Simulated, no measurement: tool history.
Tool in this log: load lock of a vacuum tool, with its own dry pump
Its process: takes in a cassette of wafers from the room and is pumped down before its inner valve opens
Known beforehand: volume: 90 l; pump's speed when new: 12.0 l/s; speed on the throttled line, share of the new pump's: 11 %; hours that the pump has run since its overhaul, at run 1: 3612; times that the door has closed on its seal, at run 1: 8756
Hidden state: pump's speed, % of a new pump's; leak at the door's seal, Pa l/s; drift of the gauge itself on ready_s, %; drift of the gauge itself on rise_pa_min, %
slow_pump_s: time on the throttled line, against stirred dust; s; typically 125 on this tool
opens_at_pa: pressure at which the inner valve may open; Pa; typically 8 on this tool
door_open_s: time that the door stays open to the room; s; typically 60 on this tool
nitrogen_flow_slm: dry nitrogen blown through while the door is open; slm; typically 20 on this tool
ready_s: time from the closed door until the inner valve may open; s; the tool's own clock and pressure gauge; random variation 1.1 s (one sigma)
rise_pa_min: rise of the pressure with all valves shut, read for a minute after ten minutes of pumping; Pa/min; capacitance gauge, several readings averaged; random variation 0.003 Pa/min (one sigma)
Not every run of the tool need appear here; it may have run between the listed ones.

run    hour  slow_pump_s  opens_at_pa  door_open_s  nitrogen_flow_slm  hours that the pump has run since its overhaul  times that the door has closed on its seal  incoming humidity of the room's air, %  ready_s  rise_pa_min
  1     0.0          125            8           60                 20                                            3612                                        8756                                    46.6    183.4        0.029
  2    95.8          125            8           60                  8                                            3708                                        8874                                    44.0    184.7        0.036
  3   258.0          125            8           60                 20                                            3870                                        9074                                    45.1    182.7        0.026
  4   379.9          125            8           60                 20                                            3992                                        9225                                    43.5    184.7        0.031
  5   486.2          125            8           60                 24                                            4099                                        9356                                    42.9    186.5        0.031
  6   611.2          125            8           60                 24                                            4224                                        9511                                    47.1    182.3        0.029
  7   809.3          125            8           60                 10                                            4422                                        9756                                    41.8    182.0        0.034
  8   987.1          125            8           60                 10                                            4600                                        9975                                    45.2    184.5        0.033
  9  1090.6          125            8           60                 20                                            4703                                       10103                                    47.7    184.8        0.027
 10  1265.1          125            8           60                  5                                            4878                                       10319                                    45.1    187.0        0.045
 11  1389.2          125            8           60                 20                                            5002                                       10472                                    45.9    184.9        0.031
 12  1502.6          125            8           60                 20                                            5115                                       10612                                    40.7    184.7        0.034
 13  1706.1          125            7           60                 20                                            5319                                       10864                                    47.9    186.1        0.027
 14  1851.7          125            7           60                 20                                            5464                                       11044                                    45.1    187.4        0.039
 15  1968.0          125            8           60                 14                                            5581                                       11188                                    46.2    183.9        0.041
 16  2088.2          125            8           60                 22                                            5701                                       11336                                    48.2    185.9        0.033
 17  2241.5          125            8           69                 22                                            5854                                       11525                                    48.0    186.4        0.039
 18  2434.8          125            8           60                 20                                            6047                                       11764                                    44.7    185.3        0.036
 19  2619.9          224            8           27                 20                                            6232                                       11993                                    45.5    275.1        0.034
 20  2770.9          224            8           27                 36                                            6383                                       12180                                    46.4    271.7        0.033
 21  2887.0          224           10           96                 29                                            6499                                       12323                                    46.0    269.3        0.034
 22  3012.3          224           10           96                 29                                            6625                                       12478                                    45.2    271.8        0.043
 23  3136.0          224           10           96                 29                                            6749                                       12631                                    48.8    271.5        0.040
 24  3314.9           96           10           96                 29                                            6927                                       12852                                    43.9    160.0        0.043
 25  3475.1          108            8           60                 20                                            7088                                       13050                                    44.8    171.2        0.041
 26  3623.7           87            8           32                 25                                            7236                                       13233                                    44.7    152.0        0.035
 27  3723.2          125            8           27                 20                                            7336                                       13356                                    45.5    187.4        0.039
 28  3848.2          125           10           27                  9                                            7461                                       13511                                    43.5    185.1        0.049
 29  3947.8          109           10          134                  9                                            7560                                       13634                                    44.7    171.0        0.058
 30  4034.2          157            8           33                 44                                            7647                                       13741                                    41.4    214.4        0.040
 31  4217.8          125            8          124                 10                                            7830                                       13968                                    44.9    189.6        0.055
 32  4390.9          125            8          124                 10                                            8003                                       14182                                    47.0    187.1        0.060
 33  4497.1          119            8           73                  9                                            8110                                       14313                                    43.9    180.6        0.054
 34  4646.3           89            7           60                  5                                            8259                                       14497                                    47.9    156.9        0.054
 35  4808.7          125           14          141                 20                                            8421                                       14698                                    44.4    181.6        0.055
 36  4994.3          125           14          141                 20                                            8607                                       14927                                    48.9    182.2        0.053

Below are 3 alternative next runs, each starting from the tool's condition after run 36. Predict each:
  A  5087.4          222            8           60                 23                                            8700                                       15042                                    42.0        ?            ?
  B  5087.4          132            9          141                 20                                            8700                                       15042                                    47.4        ?            ?
  C  5087.4          125            8           26                 20                                            8700                                       15042                                    44.7        ?            ?

run  ready_s  rise_pa_min
  A    273.1        0.051
  B    193.2        0.053
  C    188.0        0.047
Had the tool no hidden state, the same runs would have come out as:
run  ready_s  rise_pa_min
  A    268.9        0.010
  B    188.2        0.013
  C    182.7        0.007
